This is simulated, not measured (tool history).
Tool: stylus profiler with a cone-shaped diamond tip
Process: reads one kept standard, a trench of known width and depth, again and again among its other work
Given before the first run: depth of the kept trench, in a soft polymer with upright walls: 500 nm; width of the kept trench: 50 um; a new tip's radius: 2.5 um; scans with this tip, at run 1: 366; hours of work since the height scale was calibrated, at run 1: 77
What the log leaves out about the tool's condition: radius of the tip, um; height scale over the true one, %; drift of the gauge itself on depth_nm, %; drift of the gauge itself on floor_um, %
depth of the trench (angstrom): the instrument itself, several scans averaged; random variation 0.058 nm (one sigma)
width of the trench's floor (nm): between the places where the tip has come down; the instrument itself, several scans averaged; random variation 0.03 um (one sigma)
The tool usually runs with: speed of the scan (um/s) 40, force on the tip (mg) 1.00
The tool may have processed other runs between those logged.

run    hour  speed of the scan (um/s)  force on the tip (mg)  scans with this tip  hours of work since the height scale was calibrated  depth of the trench (angstrom)  width of the trench's floor (nm)
  1     0.0                        40                   1.00                  366                                                   77                          5023.8                             46820
  2    65.8                        16                   1.00                  577                                                  122                          5024.1                             46870
  3   129.6                       101                   1.00                  781                                                  165                          5024.6                             46500
  4   159.5                       135                   1.00                  877                                                  185                          5025.3                             46340
  5   225.3                       135                   1.00                 1088                                                  230                          5024.0                             46340
  6   293.8                       135                   1.00                 1307                                                  276                          5025.8                             46340
  7   331.3                       135                   1.00                 1427                                                  301                          5024.8                             46350
  8   384.4                       135                   1.00                 1597                                                  337                          5023.9                             46310
  9   438.9                       135                   1.00                 1772                                                  374                          5025.1                             46330
 10   510.3                        40                   1.82                 2000                                                  422                          5036.5                             46890
 11   553.5                        40                   1.82                 2139                                                  451                          5036.7                             46860
 12   620.5                        30                   1.00                 2353                                                  497                          5024.5                             46860
 13   649.7                        30                   1.00                 2447                                                  517                          5025.0                             46870
 14   712.2                        10                   1.00                 2647                                                  559                          5025.0                             46950
 15   751.0                        31                   1.00                 2771                                                  585                          5024.0                             46890
 16   808.7                        31                   1.00                 2956                                                  624                          5025.7                             46860
 17   871.0                        48                   1.00                 3156                                                  666                          5024.1                             46780
 18   934.3                        12                   2.02                 3358                                                  709                          5038.6                             46970
 19   969.8                        23                   1.50                 3472                                                  733                          5032.5                             46920
 20  1038.5                        57                   1.35                 3692                                                  779                          5030.6                             46800
 21  1099.8                        57                   1.35                 3888                                                  821                          5029.8                             46790
 22  1130.9                        57                   1.35                 3988                                                  842                          5029.8                             46740
 23  1182.1                        57                   1.35                 4152                                                  876                          5030.5                             46770
 24  1220.7                        57                   1.35                 4275                                                  902                          5031.0                             46740
 25  1282.5                        57                   1.35                 4474                                                  944                          5030.8                             46740
     1314.0  -- height scale calibrated on a step standard
 26  1327.3                        22                   1.18                 4615                                                    9                          5027.6                             46930
 27  1358.8                        22                   1.18                 4716                                                   30                          5027.0                             46920
 28  1400.8                        19                   0.40                 4851                                                   59                          5013.6                             46870
 29  1433.6                        19                   0.40                 4956                                                   81                          5013.6                             46840
 30  1503.4                       144                   0.36                 5179                                                  128                          5013.0                             45830
 31  1560.6                       144                   0.36                 5363                                                  167                          5013.3                             45880
 32  1624.5                       144                   0.36                 5567                                                  210                          5011.4                             45850
 33  1692.8                       144                   0.36                 5786                                                  256                          5013.2                             45840

What if the next run were any one of these 4? Each begins from the tool's condition after run 33:
  A  1743.6                        22                   1.00                 5949                                                  290                               ?                                 ?
  B  1743.6                        40                   2.99                 5949                                                  290                               ?                                 ?
  C  1743.6                       144                   2.67                 5949                                                  290                               ?                                 ?
  D  1743.6                       102                   2.96                 5949                                                  290                               ?                                 ?

run  depth of the trench (angstrom)  width of the trench's floor (nm)
  A                          5025.4                             46930
  B                          5051.4                             46870
  C                          5047.6                             46580
  D                          5051.3                             46720
The same runs, with their run-to-run variation unchanged, on a tool lacking any hidden condition would have given:
run  depth of the trench (angstrom)  width of the trench's floor (nm)
  A                          5025.4                             46930
  B                          5051.3                             46880
  C                          5047.6                             46580
  D                          5051.3                             46720

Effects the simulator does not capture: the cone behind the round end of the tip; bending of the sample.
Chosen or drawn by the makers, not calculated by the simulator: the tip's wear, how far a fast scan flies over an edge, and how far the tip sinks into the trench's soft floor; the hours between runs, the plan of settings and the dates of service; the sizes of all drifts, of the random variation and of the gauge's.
